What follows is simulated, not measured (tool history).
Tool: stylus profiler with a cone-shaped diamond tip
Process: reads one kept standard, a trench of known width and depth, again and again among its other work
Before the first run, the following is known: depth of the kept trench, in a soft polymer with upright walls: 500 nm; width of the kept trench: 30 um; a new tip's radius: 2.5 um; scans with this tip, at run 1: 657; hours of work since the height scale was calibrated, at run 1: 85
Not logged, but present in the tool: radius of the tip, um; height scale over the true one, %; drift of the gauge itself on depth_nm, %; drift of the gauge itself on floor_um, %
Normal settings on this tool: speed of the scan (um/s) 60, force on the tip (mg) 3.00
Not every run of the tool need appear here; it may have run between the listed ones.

run	day	speed of the scan (um/s)	force on the tip (mg)	scans with this tip	hours of work since the height scale was calibrated	depth of the trench (nm)	width of the trench's floor (nm)
1	0.000	60	3.00	657	85	506.56	26670
2	0.454	60	3.00	724	93	506.50	26640
3	0.929	39	3.00	795	102	506.36	26700
4	1.521	39	3.00	883	114	506.28	26690
5	2.146	60	3.00	975	126	506.13	26610
6	2.542	60	3.00	1034	133	506.10	26610
7	2.912	60	3.00	1089	140	506.55	26630
8	3.392	60	3.00	1161	149	506.30	26630
9	3.854	43	3.00	1229	158	506.19	26710
10	4.467	43	3.00	1320	170	506.18	26740
11	5.088	43	3.00	1412	182	506.01	26680
12	5.500	43	3.00	1474	190	506.13	26660
13	6.008	79	3.00	1549	199	506.52	26490
14	6.308	79	1.55	1594	205	503.65	26330
15	6.888	79	1.55	1679	216	503.51	26400
16	7.158	79	1.55	1720	221	503.71	26370
17	7.500	79	1.55	1771	228	503.58	26320
18	7.783	79	1.55	1812	233	503.47	26350
19	8.246	79	1.55	1881	242	503.44	26330
20	8.812	60	3.00	1965	253	505.91	26520
21	9.412	60	3.00	2054	264	505.70	26500
22	9.896	60	3.00	2126	274	506.06	26570
23	10.275	60	3.00	2182	281	505.93	26570
24	10.721	61	6.44	2248	289	510.32	26670
25	11.083	152	2.85	2302	296	506.04	26110
26	11.633	141	7.41	2384	307	511.35	26410
27	12.046	60	2.83	2445	315	505.71	26580
28	12.408	60	2.83	2499	322	505.38	26520
29	13.058	53	5.32	2596	334	508.66	26600
30	13.475	117	1.74	2657	342	503.83	26150
31	13.942	117	1.74	2727	351	503.56	26080
32	14.212	40	2.34	2767	356	504.45	26590
33	14.554	96	3.04	2818	363	505.59	26340
34	14.862	86	1.44	2864	369	503.31	26250
35	15.221	18	2.77	2917	375	505.07	26690
36	15.829	218	2.42	3007	387	504.84	25670
37	16.446	62	6.16	3099	399	509.83	26590
38	17.038	37	2.99	3186	410	505.66	26550
39	17.533	31	5.29	3260	420	508.56	26620
40	17.954	31	5.29	3322	428	508.52	26630
41	18.458	19	5.67	3397	437	508.98	26710
42	19.008	27	1.62	3479	448	503.39	26550
43	19.562	50	3.27	3561	458	505.85	26490
44	19.900	174	1.15	3611	465	502.30	25450
45	20.538	174	1.15	3706	477	502.20	25500
46	20.988	156	5.08	3773	486	508.49	26200

Below are 4 alternative next runs, each starting from the tool's condition after run 46. Predict each:
A	21.342	16	4.60	3825	492	?	?
B	21.342	92	3.77	3825	492	?	?
C	21.342	160	1.27	3825	492	?	?
D	21.342	60	6.20	3825	492	?	?

run	depth of the trench (nm)	width of the trench's floor (nm)
A	507.55	26670
B	506.64	26370
C	502.13	25590
D	509.50	26520
Had the tool no hidden state, the same runs would have come out as:
run	depth of the trench (nm)	width of the trench's floor (nm)
A	508.83	26960
B	507.91	26660
C	503.39	25880
D	510.77	26810
